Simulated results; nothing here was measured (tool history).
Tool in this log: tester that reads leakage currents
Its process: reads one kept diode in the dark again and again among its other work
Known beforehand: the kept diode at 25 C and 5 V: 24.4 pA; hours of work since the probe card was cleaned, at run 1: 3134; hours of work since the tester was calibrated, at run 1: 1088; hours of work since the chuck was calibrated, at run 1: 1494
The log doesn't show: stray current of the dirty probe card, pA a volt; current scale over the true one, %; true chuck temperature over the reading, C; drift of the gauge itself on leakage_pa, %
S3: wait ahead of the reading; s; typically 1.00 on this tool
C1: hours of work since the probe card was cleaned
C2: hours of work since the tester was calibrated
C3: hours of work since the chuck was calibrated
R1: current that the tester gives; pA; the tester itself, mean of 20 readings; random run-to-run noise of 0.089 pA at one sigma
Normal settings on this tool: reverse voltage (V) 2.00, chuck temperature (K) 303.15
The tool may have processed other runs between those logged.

{"run": 1, "hour": 0.0, "reverse voltage (V)": 2.0, "chuck temperature (K)": 303.15, "S3": 1.0, "C1": 3134, "C2": 1088, "C3": 1494, "R1": 24.38}
{"run": 2, "hour": 50.8, "reverse voltage (V)": 2.0, "chuck temperature (K)": 303.15, "S3": 1.0, "C1": 3161, "C2": 1115, "C3": 1521, "R1": 24.42}
{"run": 3, "hour": 85.7, "reverse voltage (V)": 1.05, "chuck temperature (K)": 303.15, "S3": 1.0, "C1": 3180, "C2": 1133, "C3": 1540, "R1": 16.96}
{"run": 4, "hour": 129.2, "reverse voltage (V)": 3.8, "chuck temperature (K)": 303.15, "S3": 1.0, "C1": 3203, "C2": 1156, "C3": 1563, "R1": 34.76}
{"run": 5, "hour": 182.1, "reverse voltage (V)": 4.59, "chuck temperature (K)": 303.15, "S3": 1.0, "C1": 3231, "C2": 1185, "C3": 1591, "R1": 38.61}
{"run": 6, "hour": 217.4, "reverse voltage (V)": 2.0, "chuck temperature (K)": 303.15, "S3": 6.0, "C1": 3250, "C2": 1203, "C3": 1610, "R1": 24.02}
{"run": 7, "hour": 242.0, "reverse voltage (V)": 8.12, "chuck temperature (K)": 327.15, "S3": 6.0, "C1": 3263, "C2": 1216, "C3": 1623, "R1": 404.91}
{"run": 8, "hour": 287.5, "reverse voltage (V)": 2.0, "chuck temperature (K)": 303.15, "S3": 2.56, "C1": 3288, "C2": 1241, "C3": 1647, "R1": 24.01}
{"run": 9, "hour": 341.1, "reverse voltage (V)": 13.52, "chuck temperature (K)": 294.15, "S3": 2.56, "C1": 3316, "C2": 1269, "C3": 1676, "R1": 29.63}
{"run": 10, "hour": 377.2, "reverse voltage (V)": 13.52, "chuck temperature (K)": 294.15, "S3": 2.56, "C1": 3335, "C2": 1288, "C3": 1695, "R1": 29.79}
{"run": 11, "hour": 432.1, "reverse voltage (V)": 1.3, "chuck temperature (K)": 296.15, "S3": 1.0, "C1": 3365, "C2": 1318, "C3": 1725, "R1": 9.99}
{"hour": 446.9, "done": "chuck's temperature calibrated"}
{"run": 12, "hour": 469.5, "reverse voltage (V)": 10.59, "chuck temperature (K)": 309.15, "S3": 1.04, "C1": 3383, "C2": 1337, "C3": 12, "R1": 104.5}

Each row is a separate what-if for the run after 12, all from the same tool condition, not one after another. Results?
{"run": "A", "hour": 504.5, "reverse voltage (V)": 2.0, "chuck temperature (K)": 303.15, "S3": 0.31, "C1": 3402, "C2": 1355, "C3": 31, "R1": "?"}
{"run": "B", "hour": 504.5, "reverse voltage (V)": 4.03, "chuck temperature (K)": 312.15, "S3": 1.95, "C1": 3402, "C2": 1355, "C3": 31, "R1": "?"}
{"run": "C", "hour": 504.5, "reverse voltage (V)": 18.38, "chuck temperature (K)": 301.15, "S3": 5.32, "C1": 3402, "C2": 1355, "C3": 31, "R1": "?"}

run=A R1=25.23
run=B R1=79.84
run=C R1=67.10
The same runs, with their run-to-run variation unchanged, on a tool lacking any hidden condition would have given:
run=A R1=25.21
run=B R1=79.80
run=C R1=66.91
